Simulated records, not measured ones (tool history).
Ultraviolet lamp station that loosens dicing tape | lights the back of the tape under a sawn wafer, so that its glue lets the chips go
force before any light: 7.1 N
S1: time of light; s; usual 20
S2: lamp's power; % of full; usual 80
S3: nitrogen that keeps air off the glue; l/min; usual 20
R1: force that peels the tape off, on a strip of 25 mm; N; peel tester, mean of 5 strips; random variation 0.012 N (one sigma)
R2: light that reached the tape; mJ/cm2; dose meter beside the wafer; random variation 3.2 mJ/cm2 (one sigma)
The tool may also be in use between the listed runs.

run	hour	S1	S2	S3	R1	R2
1	0.0	20	80	20	0.590	458
2	5.2	30	80	20	0.308	696
3	10.2	30	80	20	0.302	692
4	17.7	20	80	20	0.583	458
5	26.4	20	80	20	0.608	460
6	31.2	20	80	20	0.575	461
7	40.4	20	80	20	0.631	448
8	49.1	20	80	20	0.556	482
9	56.8	22	74	20	0.528	477
10	63.5	22	85	20	0.404	564
11	67.2	14	85	35	0.814	348
12	74.6	32	72	20	0.298	682

Taken out of this log: 2 entries between the listed runs. Where each belongs, and how the hidden state differs across it:
Between runs 6 and 7: window cleaned of glue's vapour (hour 32.6)
  lamp's light, % of a new lamp's: 98.5 -> 98.4; light that the window lets through, % of a clean one's: 95.3 -> 93.3
  measured less the result without the state, R1: +0.063 -> +0.089 N; R2: -30 -> -40 mJ/cm2
Between runs 7 and 8: window cleaned of glue's vapour, once more (hour 47.9)
  lamp's light, % of a new lamp's: 98.4 -> 98.3; light that the window lets through, % of a clean one's: 93.3 -> 98.9
  measured less the result without the state, R1: +0.089 -> +0.028 N; R2: -40 -> -13 mJ/cm2

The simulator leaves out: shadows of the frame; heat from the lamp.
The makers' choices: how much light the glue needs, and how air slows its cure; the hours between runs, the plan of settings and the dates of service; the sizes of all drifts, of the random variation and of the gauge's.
